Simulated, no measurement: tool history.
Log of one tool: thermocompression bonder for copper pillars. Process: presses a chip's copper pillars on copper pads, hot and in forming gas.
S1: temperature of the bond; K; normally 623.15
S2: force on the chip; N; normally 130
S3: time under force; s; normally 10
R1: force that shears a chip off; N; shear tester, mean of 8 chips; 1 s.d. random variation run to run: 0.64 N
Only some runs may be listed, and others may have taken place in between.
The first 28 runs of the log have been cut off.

run,hour,S1,S2,S3,R1
29,209.0,614.15,187,21,92.2
30,217.8,614.15,187,21,92.2
31,223.7,644.15,130,6,74.6
32,227.9,613.15,183,6,65.5
33,237.9,613.15,183,6,65.8
34,245.8,623.15,192,28,102.0
35,251.1,623.15,192,28,100.4
36,257.5,623.15,192,28,101.3
37,262.0,623.15,192,28,101.2
38,272.6,623.15,192,28,101.5
39,280.2,623.15,192,28,99.7
40,286.2,599.15,192,8,63.0

Consider 4 possible next runs. They are alternatives, not a sequence: every one starts from the tool as it was left by run 40. What does each give?
A,292.9,613.15,183,25,?
B,292.9,603.15,141,7,?
C,292.9,608.15,179,10,?
D,292.9,623.15,130,5,?

run,R1
A,93.5
B,53.1
C,71.9
D,56.9
The same runs, with their run-to-run variation unchanged, on a tool lacking any hidden condition would have given:
run,R1
A,98.9
B,57.9
C,77.5
D,61.7
